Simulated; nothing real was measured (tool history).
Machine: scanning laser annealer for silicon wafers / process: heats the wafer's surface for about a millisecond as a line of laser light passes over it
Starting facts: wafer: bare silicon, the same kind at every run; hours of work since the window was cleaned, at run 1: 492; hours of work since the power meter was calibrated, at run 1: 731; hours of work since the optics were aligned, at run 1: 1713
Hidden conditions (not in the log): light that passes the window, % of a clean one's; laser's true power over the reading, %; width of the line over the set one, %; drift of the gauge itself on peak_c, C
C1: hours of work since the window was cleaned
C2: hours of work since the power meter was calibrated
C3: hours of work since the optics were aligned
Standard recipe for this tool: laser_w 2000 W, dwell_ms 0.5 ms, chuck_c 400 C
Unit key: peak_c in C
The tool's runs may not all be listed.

run 1 hour=0 | laser_w=2000 dwell_ms=0.5 chuck_c=400 | C1=492 C2=731 C3=1713 | peak_c=1193
-- hour=68.5 optics aligned, line set to its width
run 2 hour=73.2 | laser_w=2000 dwell_ms=0.5 chuck_c=400 | C1=526 C2=765 C3=2 | peak_c=1190
run 3 hour=139.9 | laser_w=2000 dwell_ms=0.5 chuck_c=400 | C1=559 C2=798 C3=36 | peak_c=1192
run 4 hour=206.6 | laser_w=2000 dwell_ms=0.443 chuck_c=400 | C1=593 C2=832 C3=69 | peak_c=1150
run 5 hour=254.7 | laser_w=2000 dwell_ms=0.443 chuck_c=400 | C1=617 C2=856 C3=93 | peak_c=1151
run 6 hour=288.1 | laser_w=2000 dwell_ms=0.362 chuck_c=400 | C1=634 C2=873 C3=110 | peak_c=1093
run 7 hour=362.3 | laser_w=2000 dwell_ms=0.5 chuck_c=400 | C1=671 C2=910 C3=147 | peak_c=1191
run 8 hour=410.9 | laser_w=2000 dwell_ms=0.454 chuck_c=400 | C1=695 C2=934 C3=172 | peak_c=1161
run 9 hour=466.2 | laser_w=2000 dwell_ms=0.5 chuck_c=400 | C1=723 C2=962 C3=200 | peak_c=1193
run 10 hour=517 | laser_w=2000 dwell_ms=0.5 chuck_c=400 | C1=748 C2=987 C3=225 | peak_c=1194
run 11 hour=578.5 | laser_w=2000 dwell_ms=0.579 chuck_c=400 | C1=779 C2=1018 C3=256 | peak_c=1245
run 12 hour=647 | laser_w=2000 dwell_ms=0.579 chuck_c=400 | C1=814 C2=1053 C3=290 | peak_c=1246
run 13 hour=720.8 | laser_w=2000 dwell_ms=0.45 chuck_c=400 | C1=851 C2=1090 C3=327 | peak_c=1160
run 14 hour=776.3 | laser_w=2000 dwell_ms=0.5 chuck_c=400 | C1=879 C2=1118 C3=355 | peak_c=1192
run 15 hour=809.8 | laser_w=2000 dwell_ms=0.426 chuck_c=400 | C1=895 C2=1134 C3=372 | peak_c=1139
run 16 hour=841.7 | laser_w=2000 dwell_ms=0.426 chuck_c=400 | C1=911 C2=1150 C3=388 | peak_c=1140
-- hour=861.5 window over the wafer cleaned
run 17 hour=902.4 | laser_w=2000 dwell_ms=0.512 chuck_c=400 | C1=21 C2=1180 C3=417 | peak_c=1200
run 18 hour=937.3 | laser_w=2000 dwell_ms=0.512 chuck_c=400 | C1=38 C2=1197 C3=435 | peak_c=1205
run 19 hour=1009.5 | laser_w=2000 dwell_ms=0.512 chuck_c=400 | C1=74 C2=1234 C3=471 | peak_c=1202
run 20 hour=1055.6 | laser_w=2000 dwell_ms=0.5 chuck_c=400 | C1=97 C2=1257 C3=494 | peak_c=1196
run 21 hour=1119.9 | laser_w=2000 dwell_ms=0.5 chuck_c=400 | C1=130 C2=1289 C3=527 | peak_c=1192
run 22 hour=1171.9 | laser_w=2000 dwell_ms=0.478 chuck_c=400 | C1=156 C2=1315 C3=553 | peak_c=1181
run 23 hour=1207.7 | laser_w=2117 dwell_ms=0.393 chuck_c=390 | C1=174 C2=1333 C3=571 | peak_c=1162
run 24 hour=1265.5 | laser_w=2155 dwell_ms=0.397 chuck_c=381 | C1=203 C2=1362 C3=600 | peak_c=1170
run 25 hour=1309.1 | laser_w=2155 dwell_ms=0.397 chuck_c=381 | C1=225 C2=1384 C3=621 | peak_c=1174
run 26 hour=1380.1 | laser_w=2155 dwell_ms=0.397 chuck_c=381 | C1=260 C2=1419 C3=657 | peak_c=1172
run 27 hour=1435.3 | laser_w=2158 dwell_ms=0.616 chuck_c=408 | C1=288 C2=1447 C3=685 | peak_c=1360
run 28 hour=1474.8 | laser_w=2100 dwell_ms=0.555 chuck_c=400 | C1=308 C2=1467 C3=705 | peak_c=1279
run 29 hour=1521.9 | laser_w=2100 dwell_ms=0.373 chuck_c=369 | C1=331 C2=1491 C3=728 | peak_c=1115
run 30 hour=1577.4 | laser_w=2000 dwell_ms=0.5 chuck_c=438 | C1=359 C2=1518 C3=756 | peak_c=1230
run 31 hour=1634.7 | laser_w=2000 dwell_ms=0.5 chuck_c=438 | C1=388 C2=1547 C3=785 | peak_c=1230
run 32 hour=1677 | laser_w=1906 dwell_ms=0.5 chuck_c=436 | C1=409 C2=1568 C3=806 | peak_c=1183
run 33 hour=1726.2 | laser_w=1906 dwell_ms=0.5 chuck_c=436 | C1=434 C2=1593 C3=831 | peak_c=1181
run 34 hour=1783.4 | laser_w=1724 dwell_ms=0.416 chuck_c=436 | C1=463 C2=1622 C3=859 | peak_c=1043
run 35 hour=1842.6 | laser_w=1724 dwell_ms=0.416 chuck_c=436 | C1=492 C2=1651 C3=889 | peak_c=1047
run 36 hour=1883 | laser_w=2000 dwell_ms=0.5 chuck_c=367 | C1=512 C2=1672 C3=909 | peak_c=1160
run 37 hour=1934.4 | laser_w=2000 dwell_ms=0.5 chuck_c=367 | C1=538 C2=1698 C3=935 | peak_c=1160
run 38 hour=1966.7 | laser_w=2000 dwell_ms=0.421 chuck_c=400 | C1=554 C2=1714 C3=951 | peak_c=1135
run 39 hour=2033.8 | laser_w=2000 dwell_ms=0.421 chuck_c=400 | C1=588 C2=1747 C3=985 | peak_c=1139
run 40 hour=2063.8 | laser_w=2000 dwell_ms=0.421 chuck_c=400 | C1=603 C2=1762 C3=1000 | peak_c=1138
run 41 hour=2106.3 | laser_w=1755 dwell_ms=0.443 chuck_c=394 | C1=625 C2=1784 C3=1021 | peak_c=1034
run 42 hour=2153.9 | laser_w=1821 dwell_ms=0.561 chuck_c=440 | C1=648 C2=1808 C3=1045 | peak_c=1180

Describe how what the log doesn't record of the tool's condition differs between the last listed run preceding each entry between runs and the first listed run following it.
In the gap between runs 1 and 2: optics aligned, line set to its width (hour 68.5)
  width of the line over the set one, %: 0.02 -> 0
In the gap between runs 16 and 17: window over the wafer cleaned (hour 861.5)
  light that passes the window, % of a clean one's: 99.96 -> 100
